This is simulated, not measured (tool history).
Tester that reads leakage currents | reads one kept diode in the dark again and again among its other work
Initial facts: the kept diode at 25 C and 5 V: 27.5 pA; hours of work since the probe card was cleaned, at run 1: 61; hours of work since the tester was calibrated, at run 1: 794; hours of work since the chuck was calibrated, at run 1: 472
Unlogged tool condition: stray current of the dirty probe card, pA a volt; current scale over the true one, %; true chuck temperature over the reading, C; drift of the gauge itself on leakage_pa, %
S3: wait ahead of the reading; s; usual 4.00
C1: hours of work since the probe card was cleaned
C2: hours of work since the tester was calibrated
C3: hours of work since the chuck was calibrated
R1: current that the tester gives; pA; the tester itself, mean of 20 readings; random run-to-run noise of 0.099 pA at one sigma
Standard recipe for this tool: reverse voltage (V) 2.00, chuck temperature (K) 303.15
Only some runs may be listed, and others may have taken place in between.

run 1 hour=0.0 | reverse_voltage_(V)=2.00 chuck_temperature_(K)=303.15 S3=4.00 | C1=61 C2=794 C3=472 | R1=28.18
run 2 hour=21.4 | reverse_voltage_(V)=3.80 chuck_temperature_(K)=303.15 S3=4.00 | C1=75 C2=808 C3=486 | R1=37.61
run 3 hour=45.9 | reverse_voltage_(V)=2.00 chuck_temperature_(K)=303.15 S3=4.00 | C1=91 C2=824 C3=502 | R1=28.40
run 4 hour=79.1 | reverse_voltage_(V)=2.00 chuck_temperature_(K)=303.15 S3=4.00 | C1=113 C2=846 C3=524 | R1=28.23
run 5 hour=100.6 | reverse_voltage_(V)=5.13 chuck_temperature_(K)=303.15 S3=4.00 | C1=128 C2=860 C3=539 | R1=42.55
run 6 hour=132.5 | reverse_voltage_(V)=2.00 chuck_temperature_(K)=307.15 S3=4.00 | C1=149 C2=882 C3=560 | R1=39.41
run 7 hour=158.0 | reverse_voltage_(V)=2.00 chuck_temperature_(K)=307.15 S3=4.00 | C1=166 C2=899 C3=577 | R1=39.34
run 8 hour=178.3 | reverse_voltage_(V)=2.00 chuck_temperature_(K)=307.15 S3=4.00 | C1=179 C2=912 C3=590 | R1=39.13
run 9 hour=194.3 | reverse_voltage_(V)=2.00 chuck_temperature_(K)=303.15 S3=4.00 | C1=190 C2=923 C3=601 | R1=28.17
run 10 hour=223.4 | reverse_voltage_(V)=2.00 chuck_temperature_(K)=303.15 S3=4.00 | C1=209 C2=942 C3=620 | R1=28.32
run 11 hour=246.0 | reverse_voltage_(V)=2.00 chuck_temperature_(K)=303.15 S3=4.00 | C1=224 C2=957 C3=635 | R1=28.30
run 12 hour=267.6 | reverse_voltage_(V)=2.00 chuck_temperature_(K)=303.15 S3=4.00 | C1=238 C2=971 C3=650 | R1=28.46
run 13 hour=300.5 | reverse_voltage_(V)=2.00 chuck_temperature_(K)=303.15 S3=1.59 | C1=260 C2=993 C3=671 | R1=28.50
run 14 hour=324.4 | reverse_voltage_(V)=2.00 chuck_temperature_(K)=303.15 S3=1.59 | C1=276 C2=1009 C3=687 | R1=28.65
run 15 hour=344.5 | reverse_voltage_(V)=2.00 chuck_temperature_(K)=303.15 S3=1.59 | C1=289 C2=1022 C3=701 | R1=28.49
run 16 hour=364.7 | reverse_voltage_(V)=2.00 chuck_temperature_(K)=303.15 S3=1.59 | C1=303 C2=1036 C3=714 | R1=28.38
run 17 hour=387.7 | reverse_voltage_(V)=3.53 chuck_temperature_(K)=294.15 S3=6.80 | C1=318 C2=1051 C3=729 | R1=16.88
run 18 hour=416.0 | reverse_voltage_(V)=3.53 chuck_temperature_(K)=294.15 S3=6.80 | C1=337 C2=1070 C3=748 | R1=16.89
run 19 hour=439.8 | reverse_voltage_(V)=3.53 chuck_temperature_(K)=304.15 S3=3.55 | C1=353 C2=1086 C3=764 | R1=39.42
run 20 hour=475.3 | reverse_voltage_(V)=3.53 chuck_temperature_(K)=304.15 S3=3.55 | C1=376 C2=1109 C3=788 | R1=39.50
run 21 hour=504.5 | reverse_voltage_(V)=1.02 chuck_temperature_(K)=310.15 S3=3.66 | C1=396 C2=1129 C3=807 | R1=37.49
run 22 hour=533.6 | reverse_voltage_(V)=6.92 chuck_temperature_(K)=326.15 S3=4.00 | C1=415 C2=1148 C3=826 | R1=287.79
run 23 hour=553.1 | reverse_voltage_(V)=17.74 chuck_temperature_(K)=329.15 S3=5.29 | C1=428 C2=1161 C3=839 | R1=536.42

What if the next run were any one of these 3? Each begins from the tool's condition after run 23:
run A hour=583.6 | reverse_voltage_(V)=3.85 chuck_temperature_(K)=297.15 S3=6.91 | C1=448 C2=1181 C3=859 | R1=?
run B hour=583.6 | reverse_voltage_(V)=2.00 chuck_temperature_(K)=294.15 S3=0.86 | C1=448 C2=1181 C3=859 | R1=?
run C hour=583.6 | reverse_voltage_(V)=2.00 chuck_temperature_(K)=303.15 S3=4.74 | C1=448 C2=1181 C3=859 | R1=?

run=A R1=22.83
run=B R1=13.52
run=C R1=28.38
Stripped of hidden state, with their random variation kept, the same runs would have yielded:
run=A R1=22.82
run=B R1=13.51
run=C R1=28.36
